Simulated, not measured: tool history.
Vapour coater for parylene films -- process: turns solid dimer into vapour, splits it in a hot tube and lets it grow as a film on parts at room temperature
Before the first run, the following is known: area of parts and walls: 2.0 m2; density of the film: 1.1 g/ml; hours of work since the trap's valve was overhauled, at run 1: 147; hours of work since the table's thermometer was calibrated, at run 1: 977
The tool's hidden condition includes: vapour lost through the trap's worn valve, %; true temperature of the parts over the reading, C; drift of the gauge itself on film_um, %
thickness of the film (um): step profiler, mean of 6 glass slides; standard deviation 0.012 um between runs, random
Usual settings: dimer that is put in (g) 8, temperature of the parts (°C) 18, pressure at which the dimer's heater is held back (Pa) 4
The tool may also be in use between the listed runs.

run,day,dimer that is put in (g),temperature of the parts (°C),pressure at which the dimer's heater is held back (Pa),hours of work since the trap's valve was overhauled,hours of work since the table's thermometer was calibrated,thickness of the film (um)
1,0,8,18,4,147,977,1.61
2,3.067,8,18,4,207,1037,1.61
# day 4.367: trap's valve overhauled
3,6.45,8,18,4,41,1100,1.51
4,9.771,8,15,4,105,1164,1.57
5,11.5,6,15,4,139,1198,1.18
6,15.05,6,15,4,208,1267,1.15
# day 16.396: trap's valve overhauled
7,16.671,8,18,5.35,5,1295,1.63
# day 18.292: trap's valve overhauled, once more
8,20.138,8,18,5.35,36,1360,1.62
9,23.333,8,11,4,98,1422,1.86
10,26.783,8,11,4,165,1489,1.83
11,28.854,8,11,4,206,1529,1.81
# day 30.129: trap's valve overhauled
12,30.804,8,11,4,13,1564,1.89
13,32.262,9,18,4,41,1592,1.85
14,35.579,9,18,4,106,1657,1.82
15,38.854,9,18,4,170,1721,1.79
# day 42.15: trap's valve overhauled
16,42.567,9,18,4,8,1790,1.87
17,46.138,9,18,4,78,1860,1.86
18,49.283,9,18,4,139,1921,1.82
19,51.967,3,11,6.64,191,1973,0.64
# day 54.092: trap's valve overhauled
20,54.425,3,11,6.64,7,2018,0.69
21,56.783,5,29,4,52,2064,0.82
22,58.325,6,21,4,82,2094,1.14
23,59.958,6,21,4,114,2125,1.15
24,63.204,6,19,11.24,177,2189,1.09
# day 66.075: trap's valve overhauled
25,66.762,3,29,2.04,13,2255,0.53
26,68.696,12,11,2.6,51,2292,2.93
27,71.167,12,11,2.6,99,2340,2.88
28,74.188,14,20,2.6,158,2399,2.75
29,77.292,4,20,2.6,218,2460,0.77
# day 77.567: table's thermometer calibrated
# day 78.05: trap's valve overhauled
30,79.938,4,12,2.87,37,43,0.96
31,81.65,12,18,10.66,70,76,2.34
32,83.529,6,10,10.66,107,113,1.33
33,86.308,3,22,7.96,161,167,0.54
34,89.083,3,14,9.96,215,221,0.61

Run 35 is up next; what results do you expect?
# day 89.85: trap's valve overhauled
35,92.167,3,14,9.96,45,278,?

thickness of the film (um): 0.65
With the hidden condition absent and the run-to-run variation left alone, this run would have shown thickness of the film (um) 0.66.
